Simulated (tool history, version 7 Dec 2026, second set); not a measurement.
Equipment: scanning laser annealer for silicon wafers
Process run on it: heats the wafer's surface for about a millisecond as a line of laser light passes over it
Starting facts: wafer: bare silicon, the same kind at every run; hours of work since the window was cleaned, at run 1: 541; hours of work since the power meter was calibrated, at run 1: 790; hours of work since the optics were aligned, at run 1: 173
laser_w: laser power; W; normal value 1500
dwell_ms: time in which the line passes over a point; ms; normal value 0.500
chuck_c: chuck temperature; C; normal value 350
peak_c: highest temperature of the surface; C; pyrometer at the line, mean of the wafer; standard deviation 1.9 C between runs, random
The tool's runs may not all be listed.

| run | hour | laser_w | dwell_ms | chuck_c | hours of work since the window was cleaned | hours of work since the power meter was calibrated | hours of work since the optics were aligned | peak_c |
|---|---|---|---|---|---|---|---|---|
| 1 | 0.0 | 1500 | 0.500 | 350 | 541 | 790 | 173 | 1095 |
| 2 | 20.1 | 1500 | 0.500 | 350 | 554 | 803 | 186 | 1092 |
| 3 | 35.2 | 1570 | 0.500 | 350 | 564 | 813 | 196 | 1133 |
| 4 | 61.7 | 1500 | 0.405 | 350 | 581 | 830 | 213 | 1011 |
| 5 | 90.9 | 1629 | 0.405 | 350 | 599 | 848 | 231 | 1078 |
| 6 | 121.8 | 1500 | 0.546 | 350 | 619 | 868 | 251 | 1124 |
| 7 | 140.8 | 1637 | 0.500 | 350 | 631 | 880 | 264 | 1170 |
| 8 | 162.8 | 1637 | 0.500 | 350 | 646 | 895 | 278 | 1168 |
| 9 | 192.0 | 1500 | 0.500 | 350 | 664 | 913 | 296 | 1087 |
| 10 | 213.0 | 1573 | 0.500 | 350 | 678 | 927 | 310 | 1126 |
| 11 | 229.9 | 1500 | 0.500 | 350 | 689 | 938 | 321 | 1084 |
| 12 | 257.0 | 1643 | 0.500 | 350 | 706 | 955 | 338 | 1164 |
| 13 | 285.8 | 1643 | 0.500 | 350 | 724 | 973 | 357 | 1164 |
| 14 | 303.7 | 1643 | 0.500 | 350 | 736 | 985 | 368 | 1163 |
| 15 | 328.4 | 1290 | 0.500 | 350 | 752 | 1001 | 384 | 963 |
| 16 | 357.2 | 1290 | 0.500 | 350 | 770 | 1019 | 402 | 963 |
| 17 | 380.7 | 1290 | 0.500 | 350 | 785 | 1034 | 417 | 962 |
| 18 | 411.3 | 1290 | 0.500 | 350 | 805 | 1054 | 437 | 962 |
| 19 | 428.9 | 1290 | 0.500 | 350 | 816 | 1065 | 448 | 958 |
| 20 | 458.9 | 1290 | 0.500 | 350 | 836 | 1085 | 468 | 957 |
| 21 | 477.6 | 1417 | 0.477 | 350 | 848 | 1097 | 480 | 1012 |
| 22 | 501.5 | 1597 | 0.500 | 319 | 863 | 1112 | 495 | 1098 |
| 23 | 515.5 | 1603 | 0.500 | 357 | 872 | 1121 | 504 | 1138 |
| 24 | 540.2 | 1500 | 0.500 | 359 | 888 | 1137 | 520 | 1081 |
| 25 | 557.7 | 1500 | 0.500 | 359 | 899 | 1148 | 531 | 1083 |
| 26 | 582.1 | 1418 | 0.483 | 379 | 915 | 1164 | 547 | 1040 |
| 27 | 611.7 | 1553 | 0.364 | 379 | 934 | 1183 | 566 | 1009 |
| 28 | 640.4 | 1500 | 0.447 | 350 | 952 | 1201 | 584 | 1027 |
| 29 | 665.5 | 1500 | 0.417 | 313 | 968 | 1217 | 600 | 964 |
|  | 679.4 | window over the wafer cleaned |
| 30 | 691.3 | 1500 | 0.417 | 313 | 8 | 1232 | 615 | 998 |
| 31 | 710.1 | 1500 | 0.417 | 313 | 20 | 1244 | 628 | 997 |
| 32 | 736.5 | 1500 | 0.417 | 313 | 37 | 1261 | 644 | 996 |
| 33 | 750.1 | 1574 | 0.500 | 350 | 45 | 1270 | 653 | 1146 |
| 34 | 781.5 | 1500 | 0.436 | 366 | 66 | 1290 | 673 | 1063 |
| 35 | 796.4 | 1437 | 0.436 | 366 | 75 | 1300 | 683 | 1028 |
| 36 | 822.5 | 1437 | 0.436 | 366 | 92 | 1317 | 700 | 1025 |
| 37 | 841.7 | 1639 | 0.608 | 383 | 104 | 1329 | 712 | 1304 |

Selected run-to-run steps in peak_c, each split into two signed amounts: the part the tool would show with no hidden state at all (from settings, incoming material and random variation), and the remainder, which goes to the hidden state together with any gauge scatter not common to the measured and the hidden-state-free results:
What the log doesn't record here: light that passes the window, % of a clean one's; laser's true power over the reading, %; width of the line over the set one, %; drift of the gauge itself on peak_c, C.
Run 14 -> 15: laser_w 1643 -> 1290. peak_c -200 C: hidden state +10, all else -210.
Run 21 -> 22: laser_w 1417 -> 1597, dwell_ms 0.477 -> 0.500, chuck_c 350 -> 319. peak_c +86 C: hidden state -8, all else +94.
Run 29 -> 30: window over the wafer cleaned. peak_c +34 C: hidden state +34, all else +0.
Run 32 -> 33: laser_w 1500 -> 1574, dwell_ms 0.417 -> 0.500, chuck_c 313 -> 350. peak_c +150 C: hidden state -3, all else +153.
Run 36 -> 37: laser_w 1437 -> 1639, dwell_ms 0.436 -> 0.608, chuck_c 366 -> 383. peak_c +279 C: hidden state -7, all else +286.
